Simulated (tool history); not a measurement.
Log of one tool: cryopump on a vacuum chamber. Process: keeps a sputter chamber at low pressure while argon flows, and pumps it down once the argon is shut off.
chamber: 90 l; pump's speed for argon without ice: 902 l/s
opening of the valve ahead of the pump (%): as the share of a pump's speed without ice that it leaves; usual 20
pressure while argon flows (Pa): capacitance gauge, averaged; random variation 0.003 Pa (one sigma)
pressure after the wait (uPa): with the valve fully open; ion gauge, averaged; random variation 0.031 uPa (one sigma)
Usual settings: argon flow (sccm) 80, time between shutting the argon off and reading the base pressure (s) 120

run,hour,argon flow (sccm),time between shutting the argon off and reading the base pressure (s),opening of the valve ahead of the pump (%),pressure while argon flows (Pa),pressure after the wait (uPa)
1,0.0,80,120,20,0.7615,2.68
2,10.5,80,120,20,0.7585,2.63
3,33.3,80,120,20,0.7599,2.79
4,55.5,80,120,20,0.7614,2.84
5,73.0,80,120,20,0.7589,2.81
6,91.7,80,120,20,0.7679,2.71
7,106.9,80,32,20,0.7613,6.16
8,118.5,80,32,20,0.7696,6.19
9,138.2,54,40,20,0.5137,5.16
10,158.9,66,154,42,0.3052,2.41
11,169.3,66,154,42,0.3044,2.43
12,188.0,66,154,42,0.3073,2.47
13,203.7,80,26,20,0.7622,7.36
14,224.9,37,77,49,0.1486,3.49
15,240.1,117,114,27,0.8359,2.91
16,250.4,118,114,31,0.7382,2.86

5 ways to go on from here, each from the tool as it stands after run 16. What would each give?
A,264.8,118,256,31,?,?
B,264.8,52,34,45,?,?
C,264.8,80,259,20,?,?
D,264.8,80,48,20,?,?
E,264.8,48,98,31,?,?

run,pressure while argon flows (Pa),pressure after the wait (uPa)
A,0.7356,2.13
B,0.2276,6.01
C,0.7645,2.13
D,0.7682,4.68
E,0.2994,3.12
Without the tool's hidden state the same runs would have given:
run,pressure while argon flows (Pa),pressure after the wait (uPa)
A,0.7118,0.91
B,0.2171,4.78
C,0.7484,0.92
D,0.7519,3.46
E,0.2897,1.89

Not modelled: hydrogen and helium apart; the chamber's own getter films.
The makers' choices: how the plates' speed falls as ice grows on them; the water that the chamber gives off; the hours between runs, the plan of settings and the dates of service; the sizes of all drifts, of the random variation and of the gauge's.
